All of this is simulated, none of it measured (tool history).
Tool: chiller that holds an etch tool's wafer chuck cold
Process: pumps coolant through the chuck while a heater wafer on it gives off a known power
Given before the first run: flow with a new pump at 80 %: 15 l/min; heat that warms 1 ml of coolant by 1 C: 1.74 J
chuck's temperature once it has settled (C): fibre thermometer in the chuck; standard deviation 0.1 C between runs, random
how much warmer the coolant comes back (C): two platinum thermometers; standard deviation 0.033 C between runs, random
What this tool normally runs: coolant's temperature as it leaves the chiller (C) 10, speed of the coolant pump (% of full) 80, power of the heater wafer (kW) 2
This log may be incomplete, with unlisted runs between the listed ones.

run	day	coolant's temperature as it leaves the chiller (C)	speed of the coolant pump (% of full)	power of the heater wafer (kW)	chuck's temperature once it has settled (C)	how much warmer the coolant comes back (C)
1	0	10	80	2	21.7	4.6
2	2.454	10	80	2	21.6	4.61
# day 4.292: chiller's thermometer calibrated
3	5.358	10	97	2	20.1	3.81
4	7.017	10	92	2	20.4	4.05
5	9.404	10	92	1.671	18.8	3.39
6	10.967	7	80	2	18.7	4.56
7	12.471	5	80	2	16.9	4.56
8	14.038	8	80	1.54	17	3.58
9	16.779	10	63	2.039	24.3	5.96
10	19.538	10	87	1.307	17.1	2.84
11	20.892	19	67	1.878	31.5	5.18
12	23.488	19	67	1.878	31.5	5.2
13	26.321	19	96	1.467	26.4	2.84
14	27.617	14	80	1.978	25.6	4.65

Below are 3 alternative next runs, each starting from the tool's condition after run 14. Predict each:
A	29.525	2	91	1.065	?	?
B	29.525	14	72	1.978	?	?
C	29.525	18	80	1.104	?	?

run	chuck's temperature once it has settled (C)	how much warmer the coolant comes back (C)
A	7.6	2.22
B	26.5	5.08
C	24.4	2.63
Had the tool no hidden state, the same runs would have come out as:
run	chuck's temperature once it has settled (C)	how much warmer the coolant comes back (C)
A	7.6	2.14
B	26.5	5
C	24.4	2.56
